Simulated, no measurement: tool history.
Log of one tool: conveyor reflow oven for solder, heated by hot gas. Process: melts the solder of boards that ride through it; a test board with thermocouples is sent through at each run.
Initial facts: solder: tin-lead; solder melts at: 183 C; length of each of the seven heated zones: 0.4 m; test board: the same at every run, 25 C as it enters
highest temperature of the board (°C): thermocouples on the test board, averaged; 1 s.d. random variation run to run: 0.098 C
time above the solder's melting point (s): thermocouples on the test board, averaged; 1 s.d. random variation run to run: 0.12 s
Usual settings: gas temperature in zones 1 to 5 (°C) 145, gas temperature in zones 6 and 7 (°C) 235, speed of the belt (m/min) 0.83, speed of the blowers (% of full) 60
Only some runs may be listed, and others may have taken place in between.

run	day	gas temperature in zones 1 to 5 (°C)	gas temperature in zones 6 and 7 (°C)	speed of the belt (m/min)	speed of the blowers (% of full)	highest temperature of the board (°C)	time above the solder's melting point (s)
1	0	145	235	0.83	60	213.18	41.8
2	1.4	145	235	0.83	60	212.86	41.6
3	2.446	145	235	0.83	60	212.97	41.7
4	4.588	145	235	0.83	60	212.9	41.5
5	5.758	145	235	0.83	60	212.97	41.6
6	6.804	145	235	0.83	60	212.82	41.5
7	8.217	145	235	0.83	60	212.81	41.6
8	10.088	145	246	0.83	60	221.65	47
9	11.546	151	235	0.83	62	214.72	45.2
10	13.354	145	235	0.803	60	213.96	44
11	14.642	145	235	0.803	60	213.76	44
12	15.804	133	235	0.803	60	211.03	38.4
13	16.692	133	235	0.803	60	210.86	38.3
14	17.721	145	239	0.83	78	221.73	47.8
15	18.783	145	239	0.83	78	221.6	47.9

Below are 4 alternative next runs, each starting from the tool's condition after run 15. Predict each:
A	20.942	145	240	0.765	71	?	?
B	20.942	155	239	0.805	78	?	?
C	20.942	145	246	0.83	60	?	?
D	20.942	145	239	0.959	86	?	?

run	highest temperature of the board (°C)	time above the solder's melting point (s)
A	223.16	52.9
B	224.23	54
C	221.44	47.1
D	218.68	39.7
With the hidden condition removed and each run's random variation left untouched, the same runs would have given:
run	highest temperature of the board (°C)	time above the solder's melting point (s)
A	224.36	53.2
B	225.4	54.2
C	222.72	47.6
D	220.53	40.5
